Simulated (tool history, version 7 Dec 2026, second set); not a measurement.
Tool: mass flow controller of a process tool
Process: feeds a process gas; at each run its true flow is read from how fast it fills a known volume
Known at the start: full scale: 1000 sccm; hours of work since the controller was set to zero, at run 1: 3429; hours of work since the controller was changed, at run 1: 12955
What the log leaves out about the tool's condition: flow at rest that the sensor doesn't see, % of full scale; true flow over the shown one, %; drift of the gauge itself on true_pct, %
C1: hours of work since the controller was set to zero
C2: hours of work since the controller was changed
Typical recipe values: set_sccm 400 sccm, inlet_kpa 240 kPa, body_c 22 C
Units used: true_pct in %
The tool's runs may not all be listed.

{"run": 1, "day": 0.0, "set_sccm": 400, "inlet_kpa": 240, "body_c": 22, "C1": 3429, "C2": 12955, "true_pct": 93.74}
{"run": 2, "day": 19.092, "set_sccm": 400, "inlet_kpa": 240, "body_c": 22, "C1": 3747, "C2": 13273, "true_pct": 93.42}
{"run": 3, "day": 31.208, "set_sccm": 400, "inlet_kpa": 240, "body_c": 22, "C1": 3949, "C2": 13474, "true_pct": 93.34}
{"run": 4, "day": 51.117, "set_sccm": 400, "inlet_kpa": 240, "body_c": 22, "C1": 4281, "C2": 13806, "true_pct": 93.07}
{"day": 64.708, "done": "controller exchanged for a calibrated one"}
{"run": 5, "day": 69.992, "set_sccm": 400, "inlet_kpa": 240, "body_c": 22, "C1": 88, "C2": 88, "true_pct": 98.11}
{"day": 71.421, "done": "controller's zero set anew"}
{"run": 6, "day": 89.946, "set_sccm": 400, "inlet_kpa": 240, "body_c": 31, "C1": 308, "C2": 420, "true_pct": 97.53}
{"run": 7, "day": 108.133, "set_sccm": 400, "inlet_kpa": 240, "body_c": 31, "C1": 611, "C2": 723, "true_pct": 97.15}
{"run": 8, "day": 124.521, "set_sccm": 400, "inlet_kpa": 240, "body_c": 31, "C1": 884, "C2": 996, "true_pct": 97.09}
{"run": 9, "day": 138.546, "set_sccm": 400, "inlet_kpa": 240, "body_c": 31, "C1": 1118, "C2": 1229, "true_pct": 96.7}

Run 10, settings as shown, results not yet in. Your forecast:
{"day": 146.733, "done": "controller's zero set anew, once more"}
{"run": 10, "day": 154.108, "set_sccm": 863, "inlet_kpa": 269, "body_c": 26, "C1": 123, "C2": 1488, "true_pct": "?"}

true_pct: 98.66 %
The same run, on a tool lacking any hidden state, would have yielded true_pct 99.04 %.
